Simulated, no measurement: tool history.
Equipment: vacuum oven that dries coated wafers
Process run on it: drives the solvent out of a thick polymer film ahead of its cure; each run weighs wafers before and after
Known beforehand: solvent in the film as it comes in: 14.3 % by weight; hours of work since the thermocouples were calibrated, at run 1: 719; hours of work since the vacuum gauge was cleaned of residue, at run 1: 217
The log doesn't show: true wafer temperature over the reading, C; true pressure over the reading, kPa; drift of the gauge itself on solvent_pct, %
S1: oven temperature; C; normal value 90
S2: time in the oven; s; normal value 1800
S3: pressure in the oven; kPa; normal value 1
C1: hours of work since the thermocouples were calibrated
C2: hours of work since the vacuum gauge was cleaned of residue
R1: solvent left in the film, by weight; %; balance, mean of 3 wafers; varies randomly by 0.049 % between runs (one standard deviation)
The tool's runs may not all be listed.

{"run": 1, "hour": 0.0, "S1": 90, "S2": 1800, "S3": 1, "C1": 719, "C2": 217, "R1": 1.01}
{"run": 2, "hour": 15.2, "S1": 90, "S2": 1920, "S3": 1, "C1": 726, "C2": 225, "R1": 0.97}
{"hour": 25.3, "done": "oven's thermocouples calibrated"}
{"run": 3, "hour": 28.9, "S1": 81, "S2": 1800, "S3": 1, "C1": 2, "C2": 230, "R1": 2.06}
{"run": 4, "hour": 40.1, "S1": 81, "S2": 1800, "S3": 1, "C1": 7, "C2": 235, "R1": 2.08}
{"run": 5, "hour": 53.3, "S1": 81, "S2": 2940, "S3": 1, "C1": 13, "C2": 242, "R1": 1.37}
{"hour": 66.6, "done": "oven's thermocouples calibrated, once more"}
{"run": 6, "hour": 68.0, "S1": 90, "S2": 1800, "S3": 3.53, "C1": 1, "C2": 248, "R1": 3.05}
{"run": 7, "hour": 81.6, "S1": 90, "S2": 1800, "S3": 3.53, "C1": 7, "C2": 254, "R1": 3.05}
{"run": 8, "hour": 92.9, "S1": 90, "S2": 1800, "S3": 0.95, "C1": 12, "C2": 260, "R1": 1.22}
{"run": 9, "hour": 104.1, "S1": 90, "S2": 1800, "S3": 1, "C1": 18, "C2": 265, "R1": 1.26}
{"run": 10, "hour": 117.4, "S1": 90, "S2": 1800, "S3": 1, "C1": 24, "C2": 271, "R1": 1.21}
{"run": 11, "hour": 136.9, "S1": 90, "S2": 1800, "S3": 1, "C1": 33, "C2": 280, "R1": 1.25}
{"run": 12, "hour": 146.7, "S1": 90, "S2": 1800, "S3": 1, "C1": 38, "C2": 285, "R1": 1.23}
{"run": 13, "hour": 160.3, "S1": 90, "S2": 1800, "S3": 1, "C1": 44, "C2": 291, "R1": 1.17}
{"run": 14, "hour": 177.6, "S1": 90, "S2": 1800, "S3": 1, "C1": 52, "C2": 300, "R1": 1.1}
{"run": 15, "hour": 186.4, "S1": 90, "S2": 1800, "S3": 1, "C1": 57, "C2": 304, "R1": 1.19}
{"run": 16, "hour": 201.2, "S1": 90, "S2": 1800, "S3": 1, "C1": 64, "C2": 311, "R1": 1.27}
{"run": 17, "hour": 209.3, "S1": 90, "S2": 1800, "S3": 1, "C1": 67, "C2": 315, "R1": 1.13}
{"run": 18, "hour": 221.9, "S1": 93, "S2": 1980, "S3": 1.9, "C1": 73, "C2": 321, "R1": 1.44}
{"run": 19, "hour": 229.9, "S1": 93, "S2": 1980, "S3": 1.9, "C1": 77, "C2": 324, "R1": 1.49}
{"run": 20, "hour": 243.1, "S1": 97, "S2": 1800, "S3": 1.14, "C1": 84, "C2": 331, "R1": 0.81}
{"run": 21, "hour": 260.6, "S1": 90, "S2": 2640, "S3": 1, "C1": 92, "C2": 339, "R1": 0.87}
{"run": 22, "hour": 278.0, "S1": 96, "S2": 2640, "S3": 1.39, "C1": 100, "C2": 347, "R1": 0.92}
{"run": 23, "hour": 294.8, "S1": 102, "S2": 2640, "S3": 1.39, "C1": 108, "C2": 355, "R1": 0.82}
{"run": 24, "hour": 311.5, "S1": 86, "S2": 2580, "S3": 0.74, "C1": 116, "C2": 363, "R1": 0.94}
{"run": 25, "hour": 326.1, "S1": 86, "S2": 2580, "S3": 0.74, "C1": 123, "C2": 370, "R1": 0.92}
{"run": 26, "hour": 341.6, "S1": 90, "S2": 2040, "S3": 1, "C1": 130, "C2": 377, "R1": 1.09}
{"run": 27, "hour": 356.6, "S1": 100, "S2": 1800, "S3": 1.24, "C1": 137, "C2": 384, "R1": 0.7}
{"run": 28, "hour": 365.8, "S1": 88, "S2": 2760, "S3": 1, "C1": 142, "C2": 389, "R1": 1.12}
{"run": 29, "hour": 382.0, "S1": 88, "S2": 2760, "S3": 2.3, "C1": 149, "C2": 396, "R1": 2.04}
{"run": 30, "hour": 399.6, "S1": 90, "S2": 2220, "S3": 1, "C1": 158, "C2": 405, "R1": 1.14}
{"run": 31, "hour": 415.1, "S1": 83, "S2": 2460, "S3": 0.66, "C1": 165, "C2": 412, "R1": 1.26}
{"run": 32, "hour": 425.5, "S1": 90, "S2": 2220, "S3": 0.91, "C1": 170, "C2": 417, "R1": 0.95}
{"run": 33, "hour": 435.8, "S1": 90, "S2": 1320, "S3": 0.78, "C1": 175, "C2": 422, "R1": 1.51}

Hidden condition of the tool, last listed run before each entry between runs versus first listed run after:
From run 2 to run 3: oven's thermocouples calibrated (hour 25.3)
  true wafer temperature over the reading, C: 1.73 -> 2.28; true pressure over the reading, kPa: 0.094 -> 0.096
  what was measured, less what the result would be without the hidden state, R1: -0.07 -> -0.36 %
From run 5 to run 6: oven's thermocouples calibrated, once more (hour 66.6)
  true wafer temperature over the reading, C: 2.3 -> -0.18; true pressure over the reading, kPa: 0.101 -> 0.103
  what was measured, less what the result would be without the hidden state, R1: -0.15 -> +0.11 %
